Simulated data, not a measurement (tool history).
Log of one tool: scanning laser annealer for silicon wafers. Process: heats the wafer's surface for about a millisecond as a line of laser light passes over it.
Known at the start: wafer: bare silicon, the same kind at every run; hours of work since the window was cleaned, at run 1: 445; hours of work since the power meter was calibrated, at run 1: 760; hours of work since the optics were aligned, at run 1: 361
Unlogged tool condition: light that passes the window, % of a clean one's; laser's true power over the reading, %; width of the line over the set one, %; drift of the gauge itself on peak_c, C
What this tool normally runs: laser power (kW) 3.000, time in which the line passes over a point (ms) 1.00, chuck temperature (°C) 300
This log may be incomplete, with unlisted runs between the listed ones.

| run | hour | laser power (kW) | time in which the line passes over a point (ms) | chuck temperature (°C) | hours of work since the window was cleaned | hours of work since the power meter was calibrated | hours of work since the optics were aligned | highest temperature of the surface (°C) |
|---|---|---|---|---|---|---|---|---|
| 1 | 0.0 | 3.000 | 1.00 | 300 | 445 | 760 | 361 | 1086 |
| 2 | 65.8 | 3.000 | 1.00 | 300 | 482 | 797 | 398 | 1082 |
| 3 | 116.7 | 3.000 | 1.00 | 300 | 511 | 825 | 426 | 1082 |
| 4 | 157.0 | 3.000 | 1.00 | 300 | 533 | 848 | 449 | 1082 |
| 5 | 234.9 | 3.000 | 1.00 | 300 | 577 | 891 | 492 | 1084 |
| 6 | 304.8 | 3.000 | 1.00 | 300 | 616 | 931 | 531 | 1085 |
| 7 | 370.4 | 3.000 | 1.00 | 283 | 652 | 967 | 568 | 1062 |
| 8 | 448.8 | 3.000 | 1.00 | 283 | 696 | 1011 | 612 | 1057 |
| 9 | 498.7 | 3.000 | 1.00 | 283 | 724 | 1039 | 640 | 1055 |
| 10 | 537.3 | 3.000 | 1.00 | 302 | 746 | 1061 | 662 | 1076 |
| 11 | 601.0 | 3.000 | 1.00 | 300 | 781 | 1096 | 697 | 1070 |
|  | 679.6 | optics aligned, line set to its width |
| 12 | 693.8 | 3.000 | 1.00 | 300 | 830 | 1145 | 8 | 1084 |
| 13 | 759.6 | 3.108 | 1.00 | 300 | 867 | 1182 | 45 | 1123 |
| 14 | 836.2 | 3.108 | 1.00 | 300 | 910 | 1225 | 88 | 1118 |
|  | 859.4 | window over the wafer cleaned |
| 15 | 887.6 | 3.108 | 1.00 | 300 | 16 | 1253 | 115 | 1141 |
| 16 | 928.5 | 2.921 | 1.00 | 300 | 39 | 1275 | 138 | 1077 |
| 17 | 1021.4 | 2.921 | 1.00 | 300 | 91 | 1327 | 190 | 1072 |
| 18 | 1083.9 | 2.921 | 1.00 | 300 | 126 | 1362 | 225 | 1071 |
| 19 | 1128.4 | 3.000 | 1.00 | 316 | 150 | 1387 | 250 | 1112 |
| 20 | 1211.6 | 3.000 | 1.00 | 316 | 197 | 1434 | 296 | 1108 |
| 21 | 1291.7 | 3.000 | 1.00 | 316 | 242 | 1479 | 341 | 1109 |
| 22 | 1344.7 | 3.000 | 0.97 | 300 | 271 | 1508 | 371 | 1082 |
| 23 | 1411.6 | 3.000 | 0.97 | 300 | 309 | 1546 | 408 | 1079 |
| 24 | 1499.5 | 3.082 | 1.24 | 300 | 358 | 1595 | 457 | 1200 |
| 25 | 1549.7 | 3.082 | 1.24 | 300 | 386 | 1623 | 485 | 1199 |
| 26 | 1592.1 | 2.599 | 1.06 | 270 | 410 | 1646 | 509 | 946 |
| 27 | 1646.8 | 2.599 | 1.06 | 270 | 440 | 1677 | 540 | 944 |
| 28 | 1713.5 | 3.000 | 1.00 | 306 | 478 | 1714 | 577 | 1086 |
| 29 | 1761.8 | 3.000 | 1.00 | 306 | 505 | 1741 | 604 | 1089 |
| 30 | 1809.1 | 3.000 | 1.00 | 306 | 531 | 1768 | 630 | 1084 |
| 31 | 1879.1 | 3.000 | 1.13 | 312 | 570 | 1807 | 670 | 1131 |
| 32 | 1967.6 | 2.797 | 0.72 | 279 | 620 | 1857 | 719 | 895 |
|  | 2004.0 | optics aligned, line set to its width |
| 33 | 2026.1 | 2.797 | 0.72 | 279 | 650 | 1886 | 12 | 904 |
| 34 | 2085.2 | 2.797 | 0.72 | 275 | 683 | 1919 | 45 | 901 |
| 35 | 2147.0 | 2.797 | 0.72 | 275 | 717 | 1954 | 80 | 898 |
| 36 | 2220.4 | 2.797 | 0.72 | 275 | 758 | 1995 | 121 | 896 |
| 37 | 2267.5 | 2.727 | 0.78 | 306 | 785 | 2021 | 147 | 928 |
| 38 | 2348.7 | 2.696 | 0.77 | 279 | 830 | 2067 | 193 | 887 |
| 39 | 2430.9 | 2.567 | 0.77 | 272 | 876 | 2113 | 239 | 845 |
| 40 | 2493.2 | 3.119 | 1.00 | 263 | 911 | 2148 | 274 | 1081 |
|  | 2519.9 | window over the wafer cleaned |
| 41 | 2580.8 | 3.262 | 1.00 | 284 | 34 | 2195 | 321 | 1170 |

Branching from run 41: 3 alternative next runs. What would each branch give?
| A | 2630.0 | 3.143 | 0.95 | 281 | 62 | 2223 | 349 | ? |
| B | 2630.0 | 2.551 | 0.86 | 260 | 62 | 2223 | 349 | ? |
| C | 2630.0 | 2.804 | 1.00 | 275 | 62 | 2223 | 349 | ? |

| run | highest temperature of the surface (°C) |
|---|---|
| A | 1107 |
| B | 873 |
| C | 1010 |
Without the tool's hidden state the same runs would have given:
| run | highest temperature of the surface (°C) |
|---|---|
| A | 1117 |
| B | 880 |
| C | 1019 |

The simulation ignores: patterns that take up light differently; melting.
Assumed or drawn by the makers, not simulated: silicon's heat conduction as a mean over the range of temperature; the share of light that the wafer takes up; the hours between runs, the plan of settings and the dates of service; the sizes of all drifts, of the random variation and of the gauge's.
